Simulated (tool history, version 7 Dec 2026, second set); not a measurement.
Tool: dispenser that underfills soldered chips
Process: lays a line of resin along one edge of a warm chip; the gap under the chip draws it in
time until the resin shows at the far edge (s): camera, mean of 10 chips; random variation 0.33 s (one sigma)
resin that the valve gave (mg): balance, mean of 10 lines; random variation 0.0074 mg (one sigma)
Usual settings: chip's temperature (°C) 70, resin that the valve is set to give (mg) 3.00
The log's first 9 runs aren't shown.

run   hour  chip's temperature (°C)  resin that the valve is set to give (mg)  time until the resin shows at the far edge (s)  resin that the valve gave (mg)
      62.3  -- new syringe of resin
 10   67.1                       67                                      3.00                                            18.9                           2.974
 11   73.3                       56                                      3.00                                            40.9                           2.957
      74.0  -- new syringe of resin
 12   79.1                       56                                      3.00                                            28.1                           2.964
      86.0  -- new syringe of resin
 13   87.3                       56                                      3.00                                            22.6                           2.953
 14   95.8                       56                                      3.00                                            37.4                           2.938
      98.0  -- new syringe of resin
 15  102.5                       70                                      3.00                                            16.6                           2.947
     109.9  -- new syringe of resin
 16  110.1                       70                                      3.00                                            13.1                           2.922
 17  114.3                       70                                      3.00                                            16.1                           2.915
     121.7  -- new syringe of resin
 18  123.4                       61                                      3.00                                            19.7                           2.923
 19  129.2                       75                                      3.00                                            17.1                           2.907
     132.5  -- dispensing valve cleaned and set on the balance
     134.3  -- new syringe of resin
 20  139.4                       64                                      2.82                                            20.9                           2.814
     146.1  -- new syringe of resin
 21  146.4                       56                                      3.65                                            20.3                           3.627
 22  153.2                       72                                      3.89                                            18.1                           3.857
     157.9  -- new syringe of resin
 23  158.8                       83                                      2.74                                             8.6                           2.714

Run 24 comes next. What will it give?
 24  163.1                       56                                      2.52                                               ?                               ?

time until the resin shows at the far edge (s): 29.8
resin that the valve gave (mg): 2.496
Without the tool's hidden state the same run would have given time until the resin shows at the far edge (s) 23.5, resin that the valve gave (mg) 2.523.
